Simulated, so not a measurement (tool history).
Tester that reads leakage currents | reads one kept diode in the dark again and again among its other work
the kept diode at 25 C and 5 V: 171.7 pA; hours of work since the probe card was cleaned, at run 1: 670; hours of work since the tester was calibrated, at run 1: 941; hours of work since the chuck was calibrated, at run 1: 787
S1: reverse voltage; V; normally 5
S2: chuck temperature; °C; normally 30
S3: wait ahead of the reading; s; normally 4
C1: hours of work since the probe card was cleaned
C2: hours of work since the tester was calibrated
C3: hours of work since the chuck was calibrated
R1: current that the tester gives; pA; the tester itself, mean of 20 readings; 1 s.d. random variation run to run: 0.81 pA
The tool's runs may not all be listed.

run   hour     S1  S2    S3    C1    C2   C3      R1
  1      0      5  30     4   670   941  787  304.51
  2   51.1      5  30     4   693   964  810  304.99
  3     87      5  30     4   710   980  826   307.5
  4  112.6      5  30     4   721   992  837  305.22
  5  161.4      5  30     4   743  1014  859  307.96
  6  196.8      5  30     4   759  1030  875  308.48
     217.2  -- chuck's temperature calibrated
  7  249.7      5  30     4   782  1053   15  278.48
  8  289.6      5  30     4   800  1071   33  278.83
  9  328.8      5  30     4   818  1088   50   279.4
 10  380.6      5  30     4   841  1112   74   279.4
 11  420.6      5  30     4   859  1130   92  280.51
 12    464      5  30     4   878  1149  111  280.61
 13  497.9      5  30     4   894  1165  126  281.47
 14  544.7   8.55  30     4   915  1186  148  351.54
 15  599.6      5  30     4   940  1210  172  283.32
 16  636.2      5  23     4   956  1227  189   155.9
 17  688.6   1.82  30     4   980  1251  212  193.49
 18  743.3   1.82  30     4  1004  1275  237  193.13
 19  789.2   1.82  30     4  1025  1296  258  193.07
 20  829.3   1.82  30     4  1043  1314  276  195.04
 21  859.4   1.82  30     4  1057  1327  289  193.78
 22  908.4  12.68  30     4  1079  1350  311  420.99
     915.8  -- probe card cleaned and baked
 23  952.5  12.68  21  0.42    17  1368  330  210.06

Estimate the outcome of run 24 from the log above:
 24  990.5  5.9  38   4  34  1385  347   ?

R1: 607.45 pA
Without the tool's hidden state the same run would have given R1 566.81 pA.
